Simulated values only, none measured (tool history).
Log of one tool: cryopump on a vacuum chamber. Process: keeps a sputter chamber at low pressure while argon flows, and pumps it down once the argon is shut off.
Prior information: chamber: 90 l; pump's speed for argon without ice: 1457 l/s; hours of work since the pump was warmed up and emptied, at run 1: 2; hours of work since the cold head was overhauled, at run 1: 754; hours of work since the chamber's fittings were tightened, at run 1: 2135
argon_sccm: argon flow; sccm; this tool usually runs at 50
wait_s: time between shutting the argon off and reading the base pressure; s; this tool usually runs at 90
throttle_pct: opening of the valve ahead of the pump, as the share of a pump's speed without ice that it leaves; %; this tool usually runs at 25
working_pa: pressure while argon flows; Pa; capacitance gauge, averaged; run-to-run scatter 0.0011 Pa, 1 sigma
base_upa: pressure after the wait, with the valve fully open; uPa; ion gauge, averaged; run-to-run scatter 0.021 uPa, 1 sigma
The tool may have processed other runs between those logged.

run	hour	argon_sccm	wait_s	throttle_pct	hours of work since the pump was warmed up and emptied	hours of work since the cold head was overhauled	hours of work since the chamber's fittings were tightened	working_pa	base_upa
1	0	50	90	25	2	754	2135	0.2333	1.49
2	41.4	50	90	25	23	776	2157	0.2331	1.54
3	63.4	50	90	25	35	787	2168	0.2329	1.56
4	81.6	50	90	27	44	796	2177	0.2176	1.56
5	111.9	50	90	27	60	812	2193	0.2177	1.55
6	137.7	50	90	27	73	825	2206	0.2165	1.59
7	174.9	50	90	27	93	845	2226	0.2186	1.57
8	209.5	50	90	25	110	863	2244	0.2356	1.64
9	251.9	27	90	25	132	885	2266	0.1275	1.62
10	281.3	22	90	25	148	900	2281	0.1051	1.61
11	321	50	279	25	168	920	2301	0.2347	1.49
12	358.3	50	279	25	188	940	2321	0.234	1.49
13	393.7	50	279	25	206	958	2339	0.2373	1.52
14	426.7	50	279	25	223	975	2356	0.238	1.54
15	460.7	50	279	25	241	993	2374	0.2379	1.55
16	486.5	50	279	25	254	1006	2387	0.2379	1.53
17	504	50	279	25	263	1015	2396	0.2394	1.54
18	543.2	50	90	25	283	1035	2416	0.2394	1.81

Run 19 comes next. What will it give?
19	581.5	56	43	26	303	1055	2436	?	?

{"run 19": {"working_pa": 0.2601, "base_upa": 2.06}}
The same run, on a tool lacking any hidden state, would have yielded working_pa 0.2518 Pa, base_upa 0.78 uPa.

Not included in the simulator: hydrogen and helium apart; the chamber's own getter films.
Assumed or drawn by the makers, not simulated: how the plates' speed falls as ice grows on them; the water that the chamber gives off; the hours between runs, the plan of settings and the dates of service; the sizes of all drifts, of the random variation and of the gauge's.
